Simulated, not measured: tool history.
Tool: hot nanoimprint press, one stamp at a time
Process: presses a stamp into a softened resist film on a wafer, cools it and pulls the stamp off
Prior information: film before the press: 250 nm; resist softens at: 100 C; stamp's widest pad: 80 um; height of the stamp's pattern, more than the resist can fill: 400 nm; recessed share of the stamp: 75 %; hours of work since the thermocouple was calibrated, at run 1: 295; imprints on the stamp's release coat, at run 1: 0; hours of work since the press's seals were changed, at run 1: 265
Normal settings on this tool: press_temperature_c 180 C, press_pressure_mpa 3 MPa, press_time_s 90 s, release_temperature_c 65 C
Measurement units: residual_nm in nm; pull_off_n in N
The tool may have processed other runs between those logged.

run	hour	press_temperature_c	press_pressure_mpa	press_time_s	release_temperature_c	hours of work since the thermocouple was calibrated	imprints on the stamp's release coat	hours of work since the press's seals were changed	residual_nm	pull_off_n
1	0	180	3	90	65	295	0	265	124.9	124
2	18.7	180	3	90	65	308	75	278	124.8	122
3	49.4	180	3	90	65	329	198	299	125	129
4	80.4	180	3	90	65	350	323	320	124.9	133
# hour 85.3: plate thermocouple calibrated
5	115.2	180	3	90	65	21	451	342	123.8	138
# hour 152: plate thermocouple calibrated, once more
6	152	180	3	67	65	0	587	366	140.1	143
7	176.5	180	3	90	65	17	685	383	125.9	148
# hour 184.5: stamp cleaned and given a new release coat
8	202.2	180	2.18	90	65	30	71	396	142	126
9	220.4	180	2.18	90	65	43	144	409	142.3	128
10	239.9	180	2.18	90	65	57	223	422	142.2	130
11	259.1	180	2.18	90	65	70	300	436	141.7	130
12	287.2	180	2.18	90	61	89	413	455	141.7	150
13	307.4	180	2.18	90	61	103	494	469	142.1	152
14	322.4	180	3	90	65	113	555	479	126.1	138
15	351.5	180	3	90	65	134	671	499	125.9	144
# hour 365.6: stamp cleaned and given a new release coat
16	382.5	180	3	90	65	151	68	517	126.1	126
17	400.3	180	3	96	65	163	139	529	122.4	130
18	429	180	3	45	65	183	255	549	158.2	129
19	454.7	180	3	45	65	201	358	566	157.9	130
20	482.1	180	4.51	45	65	220	468	585	137.6	141
21	498.8	182	4.51	45	65	231	535	597	131.1	136
22	516.9	176	4.51	141	65	244	608	609	99.6	147
23	534.5	171	1.98	90	69	256	679	622	175.7	131
# hour 545.4: stamp cleaned and given a new release coat
24	567.6	171	1.98	127	69	274	89	640	159.9	113
25	583.4	178	2.33	127	70	285	152	651	128	108
26	605.8	179	2.33	127	70	301	242	667	124.8	111
27	629.1	182	2.33	127	61	317	336	683	115.7	150
28	648.7	182	2.33	127	61	330	415	696	115.6	149
29	672.7	182	2.33	127	61	347	512	713	115.3	152

Below are 5 alternative next runs, each starting from the tool's condition after run 29. Predict each:
# hour 680.2: plate thermocouple calibrated
A	690.6	180	3.3	135	58	7	571	723	?	?
# hour 680.2: plate thermocouple calibrated
B	690.6	183	2.33	49	69	7	571	723	?	?
# hour 680.2: plate thermocouple calibrated
C	690.6	182	2.86	76	61	7	571	723	?	?
# hour 680.2: plate thermocouple calibrated
D	690.6	182	2.33	127	52	7	571	723	?	?
# hour 680.2: plate thermocouple calibrated
E	690.6	180	2.23	49	68	7	571	723	?	?

run	residual_nm	pull_off_n
A	105.3	171
B	158.6	125
C	131.4	162
D	117.6	198
E	169.9	128
The same runs, with their run-to-run variation unchanged, on a tool lacking any hidden condition would have given:
run	residual_nm	pull_off_n
A	103.5	150
B	157.4	110
C	129.8	142
D	116.5	174
E	168.9	112
